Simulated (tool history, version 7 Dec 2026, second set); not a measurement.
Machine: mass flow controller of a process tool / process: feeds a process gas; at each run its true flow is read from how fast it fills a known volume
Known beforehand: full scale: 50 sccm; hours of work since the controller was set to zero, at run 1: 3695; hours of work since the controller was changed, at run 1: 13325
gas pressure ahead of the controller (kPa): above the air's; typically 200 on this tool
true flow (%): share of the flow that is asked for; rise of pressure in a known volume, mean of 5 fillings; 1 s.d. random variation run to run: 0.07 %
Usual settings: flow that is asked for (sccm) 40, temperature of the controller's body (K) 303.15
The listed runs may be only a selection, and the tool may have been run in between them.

run	day	flow that is asked for (sccm)	gas pressure ahead of the controller (kPa)	temperature of the controller's body (K)	hours of work since the controller was set to zero	hours of work since the controller was changed	true flow (%)
1	0.000	40	200	303.15	3695	13325	101.35
2	22.962	40	200	303.15	4021	13652	101.29
3	42.525	40	200	303.15	4299	13929	101.31
# day 44.504: controller exchanged for a calibrated one
4	53.983	40	200	303.15	135	135	99.43
5	63.500	40	200	309.15	270	270	98.81
6	75.175	30	200	309.15	435	435	98.60
7	88.625	40	200	303.15	626	626	99.33
8	99.975	40	200	303.15	788	788	99.31
9	121.183	40	200	303.15	1089	1089	99.23
10	144.188	40	200	303.15	1415	1415	99.34
11	156.838	40	200	303.15	1595	1595	99.43
12	177.025	40	200	305.15	1882	1882	99.20
13	192.538	40	200	305.15	2102	2102	99.15
14	206.812	40	200	303.15	2305	2305	99.25
15	218.421	40	200	303.15	2469	2469	99.40
16	241.112	40	200	303.15	2792	2792	99.28
17	253.017	29	153	300.15	2961	2961	99.19
18	268.892	29	225	297.15	3186	3186	99.48
19	282.650	26	146	296.15	3382	3382	99.35
20	304.283	15	183	310.15	3689	3689	96.99

Forecast run 21:
21	323.792	15	183	310.15	3966	3966	?

{"run 21": {"true flow (%)": 96.87}}
On a tool with no hidden condition, and with the same random variation, this run would have come out at true flow (%) 98.49.
